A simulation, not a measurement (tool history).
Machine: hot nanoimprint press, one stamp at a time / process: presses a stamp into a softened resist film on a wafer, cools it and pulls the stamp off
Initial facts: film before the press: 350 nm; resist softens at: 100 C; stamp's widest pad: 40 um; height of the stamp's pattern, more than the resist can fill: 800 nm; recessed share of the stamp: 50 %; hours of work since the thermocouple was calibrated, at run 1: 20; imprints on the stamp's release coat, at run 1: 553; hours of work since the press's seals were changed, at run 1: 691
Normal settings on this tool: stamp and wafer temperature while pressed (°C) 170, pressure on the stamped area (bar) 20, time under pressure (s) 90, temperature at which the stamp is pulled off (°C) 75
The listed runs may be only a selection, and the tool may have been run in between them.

run,day,stamp and wafer temperature while pressed (°C),pressure on the stamped area (bar),time under pressure (s),temperature at which the stamp is pulled off (°C),hours of work since the thermocouple was calibrated,imprints on the stamp's release coat,hours of work since the press's seals were changed,resist left under the stamp's widest pad (Å),greatest force while the stamp is pulled off (N)
1,0,170,20,90,75,20,553,691,1846,221
# day 0.504: stamp cleaned and given a new release coat
2,3.2,170,20,90,75,69,268,740,1849,212
# day 4.775: press's hydraulic seals changed and the load cell set to zero
# day 6.938: stamp cleaned and given a new release coat
3,6.958,170,20,90,75,121,3,32,1816,206
4,8.488,170,20,90,75,146,154,57,1830,212
5,11.367,170,20,90,75,194,440,105,1828,220
# day 13.088: stamp cleaned and given a new release coat
6,14.5,170,20,90,75,241,141,152,1834,214
# day 16.183: plate thermocouple calibrated
7,16.183,170,21.2,90,75,0,296,178,1826,218
8,18.004,170,20,90,68,30,476,208,1881,265
# day 19.392: stamp cleaned and given a new release coat
9,19.888,170,16.1,90,75,57,49,235,2050,215
10,22.546,170,16.1,90,75,101,313,279,2060,222
11,24.354,170,12.7,90,75,131,493,309,2237,228
# day 25.567: stamp cleaned and given a new release coat
12,26.879,170,12.7,90,75,168,130,346,2244,219
# day 28.554: plate thermocouple calibrated, once more
13,29.908,170,20,90,75,22,418,394,1834,218
# day 31.904: stamp cleaned and given a new release coat
14,32.15,170,20,90,75,55,25,427,1837,205
15,34.688,170,13.8,90,81,97,277,469,2121,185

Run 16, settings as shown, results not yet in. Your forecast:
16,37.196,170,21,90,75,138,526,510,?,?

Run 16 produced resist left under the stamp's widest pad (Å) 1814, greatest force while the stamp is pulled off (N) 224.
The same run, on a tool lacking any hidden state, would have yielded resist left under the stamp's widest pad (Å) 1748, greatest force while the stamp is pulled off (N) 205.
